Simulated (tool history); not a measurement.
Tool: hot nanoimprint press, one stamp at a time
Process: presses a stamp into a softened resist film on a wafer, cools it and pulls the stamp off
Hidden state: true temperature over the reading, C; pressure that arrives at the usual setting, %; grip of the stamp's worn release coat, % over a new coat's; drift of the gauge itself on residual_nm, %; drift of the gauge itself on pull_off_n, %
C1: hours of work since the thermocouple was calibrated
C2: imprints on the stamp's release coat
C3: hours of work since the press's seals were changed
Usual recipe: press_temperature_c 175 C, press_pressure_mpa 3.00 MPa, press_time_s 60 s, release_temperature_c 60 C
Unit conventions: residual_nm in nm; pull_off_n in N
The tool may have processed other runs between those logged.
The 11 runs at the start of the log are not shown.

run 12 hour=297.7 | press_temperature_c=175 press_pressure_mpa=3.00 press_time_s=60 release_temperature_c=60 | C1=351 C2=593 C3=14 | residual_nm=351.1 pull_off_n=120
run 13 hour=333.4 | press_temperature_c=175 press_pressure_mpa=3.00 press_time_s=60 release_temperature_c=60 | C1=371 C2=746 C3=34 | residual_nm=352.5 pull_off_n=129
run 14 hour=348.1 | press_temperature_c=175 press_pressure_mpa=3.00 press_time_s=60 release_temperature_c=60 | C1=379 C2=809 C3=42 | residual_nm=352.3 pull_off_n=131
run 15 hour=363.6 | press_temperature_c=175 press_pressure_mpa=3.00 press_time_s=60 release_temperature_c=60 | C1=388 C2=875 C3=51 | residual_nm=352.2 pull_off_n=132
run 16 hour=391.5 | press_temperature_c=175 press_pressure_mpa=3.00 press_time_s=60 release_temperature_c=60 | C1=403 C2=996 C3=66 | residual_nm=352.1 pull_off_n=137
run 17 hour=410.2 | press_temperature_c=172 press_pressure_mpa=3.00 press_time_s=106 release_temperature_c=59 | C1=414 C2=1076 C3=77 | residual_nm=328.8 pull_off_n=152
run 18 hour=434.4 | press_temperature_c=175 press_pressure_mpa=3.00 press_time_s=47 release_temperature_c=63 | C1=428 C2=1180 C3=91 | residual_nm=384.6 pull_off_n=130
run 19 hour=458.9 | press_temperature_c=176 press_pressure_mpa=3.82 press_time_s=48 release_temperature_c=63 | C1=441 C2=1285 C3=104 | residual_nm=328.3 pull_off_n=127
run 20 hour=480.8 | press_temperature_c=173 press_pressure_mpa=3.00 press_time_s=60 release_temperature_c=60 | C1=454 C2=1379 C3=117 | residual_nm=386.3 pull_off_n=152
run 21 hour=507.2 | press_temperature_c=174 press_pressure_mpa=3.00 press_time_s=63 release_temperature_c=60 | C1=469 C2=1493 C3=132 | residual_nm=365.6 pull_off_n=162
-- hour=513.4 plate thermocouple calibrated
-- hour=527.8 stamp cleaned and given a new release coat
run 22 hour=539.4 | press_temperature_c=185 press_pressure_mpa=4.68 press_time_s=63 release_temperature_c=60 | C1=11 C2=50 C3=145 | residual_nm=172.0 pull_off_n=100
run 23 hour=573.8 | press_temperature_c=175 press_pressure_mpa=2.69 press_time_s=60 release_temperature_c=64 | C1=31 C2=197 C3=164 | residual_nm=359.3 pull_off_n=89
run 24 hour=604.0 | press_temperature_c=166 press_pressure_mpa=2.52 press_time_s=56 release_temperature_c=60 | C1=48 C2=327 C3=181 | residual_nm=522.4 pull_off_n=107
run 25 hour=624.5 | press_temperature_c=177 press_pressure_mpa=1.94 press_time_s=78 release_temperature_c=58 | C1=59 C2=415 C3=193 | residual_nm=350.0 pull_off_n=120
run 26 hour=649.9 | press_temperature_c=177 press_pressure_mpa=1.94 press_time_s=78 release_temperature_c=58 | C1=74 C2=525 C3=207 | residual_nm=351.6 pull_off_n=118

Predict the results of run 27:
run 27 hour=674.5 | press_temperature_c=177 press_pressure_mpa=1.94 press_time_s=78 release_temperature_c=58 | C1=88 C2=630 C3=221 | residual_nm=? pull_off_n=?

{"run 27": {"residual_nm": 351.5, "pull_off_n": 128}}
Had the tool carried no hidden state, the very same run would have given residual_nm 346.4 nm, pull_off_n 103 N.
